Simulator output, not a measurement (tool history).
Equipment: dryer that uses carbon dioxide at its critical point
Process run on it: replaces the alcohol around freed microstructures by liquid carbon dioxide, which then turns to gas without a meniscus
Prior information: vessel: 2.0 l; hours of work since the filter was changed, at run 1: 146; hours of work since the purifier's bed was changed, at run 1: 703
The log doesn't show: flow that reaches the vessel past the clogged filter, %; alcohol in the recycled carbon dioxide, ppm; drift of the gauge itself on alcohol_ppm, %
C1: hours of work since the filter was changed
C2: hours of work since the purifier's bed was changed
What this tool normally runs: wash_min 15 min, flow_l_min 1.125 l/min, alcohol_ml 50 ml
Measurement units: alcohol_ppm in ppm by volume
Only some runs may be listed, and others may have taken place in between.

{"run": 1, "hour": 0.0, "wash_min": 15, "flow_l_min": 1.125, "alcohol_ml": 50, "C1": 146, "C2": 703, "alcohol_ppm": 195}
{"run": 2, "hour": 44.7, "wash_min": 15, "flow_l_min": 1.125, "alcohol_ml": 50, "C1": 162, "C2": 719, "alcohol_ppm": 197}
{"run": 3, "hour": 83.3, "wash_min": 15, "flow_l_min": 1.125, "alcohol_ml": 50, "C1": 176, "C2": 732, "alcohol_ppm": 199}
{"run": 4, "hour": 107.5, "wash_min": 15, "flow_l_min": 1.125, "alcohol_ml": 50, "C1": 184, "C2": 741, "alcohol_ppm": 196}
{"run": 5, "hour": 152.6, "wash_min": 15, "flow_l_min": 1.125, "alcohol_ml": 50, "C1": 200, "C2": 757, "alcohol_ppm": 206}
{"run": 6, "hour": 181.7, "wash_min": 15, "flow_l_min": 1.125, "alcohol_ml": 50, "C1": 210, "C2": 767, "alcohol_ppm": 218}
{"run": 7, "hour": 202.8, "wash_min": 15, "flow_l_min": 1.125, "alcohol_ml": 50, "C1": 218, "C2": 775, "alcohol_ppm": 215}
{"run": 8, "hour": 231.7, "wash_min": 15, "flow_l_min": 1.125, "alcohol_ml": 50, "C1": 228, "C2": 785, "alcohol_ppm": 217}
{"run": 9, "hour": 253.2, "wash_min": 15, "flow_l_min": 1.125, "alcohol_ml": 50, "C1": 236, "C2": 792, "alcohol_ppm": 211}
{"run": 10, "hour": 281.0, "wash_min": 15, "flow_l_min": 1.76, "alcohol_ml": 50, "C1": 246, "C2": 802, "alcohol_ppm": 191}
{"run": 11, "hour": 329.0, "wash_min": 15, "flow_l_min": 1.76, "alcohol_ml": 50, "C1": 263, "C2": 819, "alcohol_ppm": 199}
{"run": 12, "hour": 378.5, "wash_min": 20, "flow_l_min": 1.76, "alcohol_ml": 50, "C1": 280, "C2": 837, "alcohol_ppm": 211}
{"run": 13, "hour": 422.0, "wash_min": 20, "flow_l_min": 1.76, "alcohol_ml": 50, "C1": 295, "C2": 852, "alcohol_ppm": 217}
{"run": 14, "hour": 447.3, "wash_min": 20, "flow_l_min": 1.76, "alcohol_ml": 50, "C1": 304, "C2": 861, "alcohol_ppm": 216}
{"run": 15, "hour": 470.7, "wash_min": 15, "flow_l_min": 0.74, "alcohol_ml": 50, "C1": 313, "C2": 870, "alcohol_ppm": 467}
{"run": 16, "hour": 506.5, "wash_min": 15, "flow_l_min": 0.74, "alcohol_ml": 50, "C1": 325, "C2": 882, "alcohol_ppm": 453}
{"run": 17, "hour": 546.4, "wash_min": 15, "flow_l_min": 0.74, "alcohol_ml": 50, "C1": 340, "C2": 896, "alcohol_ppm": 467}
{"hour": 563.1, "done": "inlet filter changed"}
{"run": 18, "hour": 575.7, "wash_min": 15, "flow_l_min": 0.74, "alcohol_ml": 50, "C1": 4, "C2": 906, "alcohol_ppm": 359}
{"run": 19, "hour": 600.5, "wash_min": 15, "flow_l_min": 1.13, "alcohol_ml": 51, "C1": 13, "C2": 915, "alcohol_ppm": 231}
{"run": 20, "hour": 621.9, "wash_min": 15, "flow_l_min": 1.13, "alcohol_ml": 51, "C1": 21, "C2": 923, "alcohol_ppm": 243}
{"run": 21, "hour": 653.5, "wash_min": 15, "flow_l_min": 1.16, "alcohol_ml": 98, "C1": 32, "C2": 934, "alcohol_ppm": 253}
{"run": 22, "hour": 675.6, "wash_min": 15, "flow_l_min": 1.7, "alcohol_ml": 24, "C1": 40, "C2": 942, "alcohol_ppm": 232}
{"run": 23, "hour": 710.6, "wash_min": 15, "flow_l_min": 1.7, "alcohol_ml": 24, "C1": 52, "C2": 954, "alcohol_ppm": 246}
{"run": 24, "hour": 759.5, "wash_min": 15, "flow_l_min": 1.7, "alcohol_ml": 24, "C1": 70, "C2": 971, "alcohol_ppm": 227}
{"run": 25, "hour": 796.3, "wash_min": 14, "flow_l_min": 1.125, "alcohol_ml": 63, "C1": 83, "C2": 984, "alcohol_ppm": 262}
{"run": 26, "hour": 841.3, "wash_min": 14, "flow_l_min": 1.125, "alcohol_ml": 63, "C1": 99, "C2": 1000, "alcohol_ppm": 273}

Run 27, settings as shown, results not yet in. Your forecast:
{"run": 27, "hour": 887.3, "wash_min": 14, "flow_l_min": 1.125, "alcohol_ml": 63, "C1": 115, "C2": 1017, "alcohol_ppm": "?"}

Logged for run 27: alcohol_ppm 268 ppm by volume.
On a tool with no hidden condition, and with the same random variation, this run would have come out at alcohol_ppm 14 ppm by volume.

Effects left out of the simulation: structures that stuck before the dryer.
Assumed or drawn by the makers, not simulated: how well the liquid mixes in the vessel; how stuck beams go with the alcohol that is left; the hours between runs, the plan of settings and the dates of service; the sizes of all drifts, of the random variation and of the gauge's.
